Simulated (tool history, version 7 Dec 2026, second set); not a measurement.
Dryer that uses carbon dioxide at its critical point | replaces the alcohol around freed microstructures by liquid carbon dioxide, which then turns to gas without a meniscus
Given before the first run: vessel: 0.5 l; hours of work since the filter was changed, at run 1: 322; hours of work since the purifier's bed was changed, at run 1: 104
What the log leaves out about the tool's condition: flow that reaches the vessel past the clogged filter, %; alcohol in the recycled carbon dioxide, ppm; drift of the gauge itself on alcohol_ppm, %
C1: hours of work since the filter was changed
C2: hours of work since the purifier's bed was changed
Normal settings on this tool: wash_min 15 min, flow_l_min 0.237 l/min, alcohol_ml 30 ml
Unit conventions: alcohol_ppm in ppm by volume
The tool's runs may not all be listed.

run 1 hour=0 | wash_min=15 flow_l_min=0.237 alcohol_ml=30 | C1=322 C2=104 | alcohol_ppm=463
run 2 hour=30.2 | wash_min=15 flow_l_min=0.327 alcohol_ml=30 | C1=335 C2=118 | alcohol_ppm=105
run 3 hour=49.7 | wash_min=15 flow_l_min=0.327 alcohol_ml=30 | C1=344 C2=126 | alcohol_ppm=94
run 4 hour=65.4 | wash_min=15 flow_l_min=0.327 alcohol_ml=30 | C1=351 C2=133 | alcohol_ppm=96
run 5 hour=97.8 | wash_min=15 flow_l_min=0.327 alcohol_ml=30 | C1=366 C2=148 | alcohol_ppm=96
run 6 hour=129.2 | wash_min=15 flow_l_min=0.237 alcohol_ml=30 | C1=380 C2=162 | alcohol_ppm=461
run 7 hour=145.1 | wash_min=15 flow_l_min=0.237 alcohol_ml=30 | C1=387 C2=169 | alcohol_ppm=478
run 8 hour=163.8 | wash_min=15 flow_l_min=0.237 alcohol_ml=30 | C1=395 C2=178 | alcohol_ppm=488
run 9 hour=186.8 | wash_min=15 flow_l_min=0.237 alcohol_ml=30 | C1=406 C2=188 | alcohol_ppm=480
run 10 hour=204.4 | wash_min=15 flow_l_min=0.237 alcohol_ml=30 | C1=413 C2=196 | alcohol_ppm=495
run 11 hour=235.2 | wash_min=15 flow_l_min=0.237 alcohol_ml=30 | C1=427 C2=210 | alcohol_ppm=503
run 12 hour=252.9 | wash_min=15 flow_l_min=0.182 alcohol_ml=30 | C1=435 C2=217 | alcohol_ppm=1392
run 13 hour=277.8 | wash_min=10 flow_l_min=0.237 alcohol_ml=30 | C1=446 C2=229 | alcohol_ppm=2373
run 14 hour=296.9 | wash_min=10 flow_l_min=0.276 alcohol_ml=25 | C1=455 C2=237 | alcohol_ppm=1189
run 15 hour=315.6 | wash_min=10 flow_l_min=0.216 alcohol_ml=25 | C1=463 C2=246 | alcohol_ppm=2681
run 16 hour=332 | wash_min=9 flow_l_min=0.158 alcohol_ml=47 | C1=471 C2=253 | alcohol_ppm=13120
run 17 hour=355 | wash_min=15 flow_l_min=0.237 alcohol_ml=57 | C1=481 C2=263 | alcohol_ppm=910
run 18 hour=384.8 | wash_min=16 flow_l_min=0.357 alcohol_ml=30 | C1=494 C2=277 | alcohol_ppm=80
run 19 hour=403.4 | wash_min=10 flow_l_min=0.333 alcohol_ml=50 | C1=503 C2=285 | alcohol_ppm=1214
run 20 hour=424.9 | wash_min=13 flow_l_min=0.237 alcohol_ml=116 | C1=512 C2=295 | alcohol_ppm=3677
run 21 hour=455.7 | wash_min=24 flow_l_min=0.312 alcohol_ml=55 | C1=526 C2=309 | alcohol_ppm=60
-- hour=479.3 inlet filter changed
run 22 hour=484.6 | wash_min=18 flow_l_min=0.161 alcohol_ml=24 | C1=2 C2=321 | alcohol_ppm=691
run 23 hour=519.3 | wash_min=21 flow_l_min=0.161 alcohol_ml=20 | C1=18 C2=337 | alcohol_ppm=321
run 24 hour=539.4 | wash_min=12 flow_l_min=0.161 alcohol_ml=20 | C1=27 C2=346 | alcohol_ppm=2398
run 25 hour=561.5 | wash_min=13 flow_l_min=0.152 alcohol_ml=21 | C1=37 C2=356 | alcohol_ppm=2308

Each row is a separate what-if for the run after 25, all from the same tool condition, not one after another. Results?
run A hour=584.2 | wash_min=9 flow_l_min=0.29 alcohol_ml=104 | C1=47 C2=366 | alcohol_ppm=?
run B hour=584.2 | wash_min=19 flow_l_min=0.181 alcohol_ml=43 | C1=47 C2=366 | alcohol_ppm=?
run C hour=584.2 | wash_min=11 flow_l_min=0.288 alcohol_ml=24 | C1=47 C2=366 | alcohol_ppm=?

run=A alcohol_ppm=4862
run=B alcohol_ppm=614
run=C alcohol_ppm=538
Without the tool's unlogged condition, the same runs would have read:
run=A alcohol_ppm=4612
run=B alcohol_ppm=525
run=C alcohol_ppm=456

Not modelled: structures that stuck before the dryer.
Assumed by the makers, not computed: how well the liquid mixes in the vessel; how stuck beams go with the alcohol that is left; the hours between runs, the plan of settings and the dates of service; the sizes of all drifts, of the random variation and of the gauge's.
